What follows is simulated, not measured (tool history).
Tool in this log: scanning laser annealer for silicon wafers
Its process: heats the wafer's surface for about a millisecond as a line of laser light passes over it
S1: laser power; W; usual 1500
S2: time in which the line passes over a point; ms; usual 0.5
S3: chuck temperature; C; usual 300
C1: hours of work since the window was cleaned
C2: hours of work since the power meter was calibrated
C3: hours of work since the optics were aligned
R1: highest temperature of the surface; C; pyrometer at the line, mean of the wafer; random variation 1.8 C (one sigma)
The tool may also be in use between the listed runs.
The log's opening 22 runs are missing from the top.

run,hour,S1,S2,S3,C1,C2,C3,R1
23,642.4,1500,0.526,315,62,986,1361,1068
24,679.6,1500,0.526,315,82,1005,1381,1069
25,697.9,1477,0.5,302,91,1015,1391,1020
26,732.7,1507,0.414,300,110,1034,1409,955
27,771.5,1298,0.455,310,130,1054,1430,911
28,807,1298,0.455,310,149,1073,1449,909
29,832.8,1559,0.483,325,163,1087,1463,1061
30,850.6,1481,0.483,264,172,1096,1472,964
31,867.9,1481,0.523,264,182,1105,1481,998
32,892.3,1481,0.523,264,195,1118,1494,994
33,913.7,1481,0.523,264,206,1130,1506,992
34,933.3,1500,0.5,300,216,1140,1516,1020
35,973,1500,0.382,266,238,1161,1537,882
36,992.8,1500,0.382,312,248,1172,1548,932
37,1030.6,1500,0.405,312,268,1192,1568,948
38,1054.5,1500,0.405,312,281,1205,1580,946
39,1094.1,1500,0.5,273,302,1226,1602,988
40,1127,1433,0.521,304,319,1243,1619,1002
41,1161.1,1348,0.362,273,338,1261,1637,806

Alternative continuations, all from the tool just after run 41; predict every row:
A,1197.2,1500,0.407,275,357,1281,1656,?
B,1197.2,1348,0.451,273,357,1281,1656,?
C,1197.2,1565,0.408,300,357,1281,1656,?

run,R1
A,908
B,877
C,954
What these runs would have given with no unlogged condition in the tool:
run,R1
A,929
B,898
C,976
